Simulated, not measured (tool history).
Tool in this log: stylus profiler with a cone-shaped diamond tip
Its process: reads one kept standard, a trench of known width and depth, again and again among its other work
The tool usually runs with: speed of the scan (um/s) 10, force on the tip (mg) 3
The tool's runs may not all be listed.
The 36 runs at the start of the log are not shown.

run,hour,speed of the scan (um/s),force on the tip (mg),scans with this tip,hours of work since the height scale was calibrated,depth of the trench (nm),width of the trench's floor (µm)
37,1049.9,2,7.71,8736,35,101.4,18.24
38,1069.8,4,4.59,8830,47,100.98,18.29
39,1089.9,4,4.59,8925,59,101.01,18.24
40,1121.3,4,4.59,9072,78,100.96,18.3
41,1161.6,29,1.6,9262,102,100.45,18.22
42,1203.4,7,5.36,9458,126,101.07,18.21
43,1244.3,6,6.99,9651,151,101.26,18.21
44,1269.3,10,1.84,9768,166,100.49,18.17
45,1302.3,2,7.52,9924,185,101.34,18.2
46,1322.5,7,4.46,10019,197,100.93,18.21

Here are 3 independent what-if runs from the current tool condition. What would each one return?
A,1351.2,24,6.22,10154,215,?,?
B,1351.2,37,4.46,10154,215,?,?
C,1351.2,5,3,10154,215,?,?

run,depth of the trench (nm),width of the trench's floor (µm)
A,101.16,18.16
B,100.91,18.16
C,100.68,18.2
Without the tool's hidden state the same runs would have given:
run,depth of the trench (nm),width of the trench's floor (µm)
A,101.23,18.52
B,100.98,18.53
C,100.75,18.56
